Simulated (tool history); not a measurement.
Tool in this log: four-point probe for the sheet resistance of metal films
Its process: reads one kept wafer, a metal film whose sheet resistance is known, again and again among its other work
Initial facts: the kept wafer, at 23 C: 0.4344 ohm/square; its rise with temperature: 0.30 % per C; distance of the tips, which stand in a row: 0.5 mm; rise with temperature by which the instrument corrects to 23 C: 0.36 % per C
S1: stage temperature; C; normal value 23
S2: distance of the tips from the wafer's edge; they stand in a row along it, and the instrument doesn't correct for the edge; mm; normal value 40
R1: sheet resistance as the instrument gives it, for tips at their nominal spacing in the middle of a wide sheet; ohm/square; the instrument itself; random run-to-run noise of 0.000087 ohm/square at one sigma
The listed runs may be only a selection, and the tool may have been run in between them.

| run | hour | S1 | S2 | R1 |
|---|---|---|---|---|
| 1 | 0.0 | 23 | 40 | 0.433780 |
| 2 | 92.8 | 23 | 9 | 0.434406 |
| 3 | 183.6 | 23 | 9 | 0.434254 |
| 4 | 230.4 | 23 | 40 | 0.433512 |
| 5 | 316.7 | 23 | 54 | 0.433199 |
| 6 | 358.4 | 23 | 54 | 0.433314 |
| 7 | 447.0 | 23 | 40 | 0.433105 |
| 8 | 501.0 | 23 | 4 | 0.436707 |
| 9 | 601.6 | 23 | 4 | 0.436550 |
| 10 | 679.4 | 25 | 40 | 0.432524 |
| 11 | 772.8 | 30 | 40 | 0.429969 |
| 12 | 815.2 | 30 | 55 | 0.429683 |
| 13 | 870.1 | 22 | 55 | 0.431896 |
| 14 | 933.3 | 23 | 40 | 0.431221 |
| 15 | 1024.2 | 23 | 40 | 0.431206 |
| 16 | 1097.0 | 23 | 40 | 0.431139 |
| 17 | 1182.8 | 23 | 40 | 0.430869 |
| 18 | 1262.2 | 23 | 14 | 0.431050 |
| 19 | 1315.4 | 23 | 14 | 0.430954 |
| 20 | 1410.9 | 23 | 14 | 0.430835 |
| 21 | 1510.5 | 23 | 14 | 0.430712 |
| 22 | 1595.1 | 25 | 40 | 0.429682 |
| 23 | 1678.4 | 26 | 19 | 0.429473 |
| 24 | 1748.5 | 26 | 19 | 0.429317 |
| 25 | 1826.5 | 27 | 36 | 0.428957 |
| 26 | 1870.0 | 30 | 4 | 0.431502 |
| 27 | 1942.0 | 34 | 52 | 0.427051 |
| 28 | 2038.5 | 34 | 52 | 0.426759 |
| 29 | 2098.6 | 34 | 52 | 0.426859 |
| 30 | 2172.5 | 34 | 52 | 0.426582 |
| 31 | 2246.4 | 23 | 18 | 0.429262 |
| 32 | 2309.5 | 20 | 18 | 0.429947 |
| 33 | 2375.1 | 29 | 25 | 0.427601 |
| 34 | 2468.4 | 29 | 25 | 0.427423 |
| 35 | 2510.0 | 22 | 21 | 0.429030 |
| 36 | 2582.6 | 18 | 30 | 0.430033 |
| 37 | 2658.5 | 31 | 6 | 0.428126 |
| 38 | 2749.6 | 20 | 8 | 0.430124 |
| 39 | 2790.2 | 24 | 5 | 0.430351 |
| 40 | 2858.4 | 18 | 57 | 0.429337 |
| 41 | 2946.1 | 18 | 57 | 0.429454 |
| 42 | 3026.9 | 22 | 30 | 0.428063 |
| 43 | 3074.5 | 30 | 12 | 0.431430 |
| 44 | 3144.3 | 30 | 12 | 0.431369 |

Missing from the log above: 3 entries noted between runs. For each, name the pair of listed runs it sits between and say how the tool's hidden condition differs from the listed run just before to the listed run just after:
In the gap between runs 8 and 9: stage's thermometer calibrated (hour 558.3)
  inner tips' distance over the nominal, %: -0.502 -> -0.539; tips' flats over new ones', %: 18 -> 20; wafer's true temperature over the reading, C: 0.75 -> 0.91
  measured minus no-state result, R1: -0.001397 -> -0.001364 ohm/square
In the gap between runs 10 and 11: stage's thermometer calibrated, once more (hour 757.9)
  inner tips' distance over the nominal, %: -0.57 -> -0.609; tips' flats over new ones', %: 21 -> 23; wafer's true temperature over the reading, C: 0.93 -> 0.01
  measured minus no-state result, R1: -0.001490 -> -0.002836 ohm/square
In the gap between runs 42 and 43: new probe head fitted (hour 3053.8)
  inner tips' distance over the nominal, %: -1.502 -> -0.454; tips' flats over new ones', %: 60 -> 0; wafer's true temperature over the reading, C: 0.39 -> 0.4
  measured minus no-state result, R1: -0.006544 -> -0.001620 ohm/square
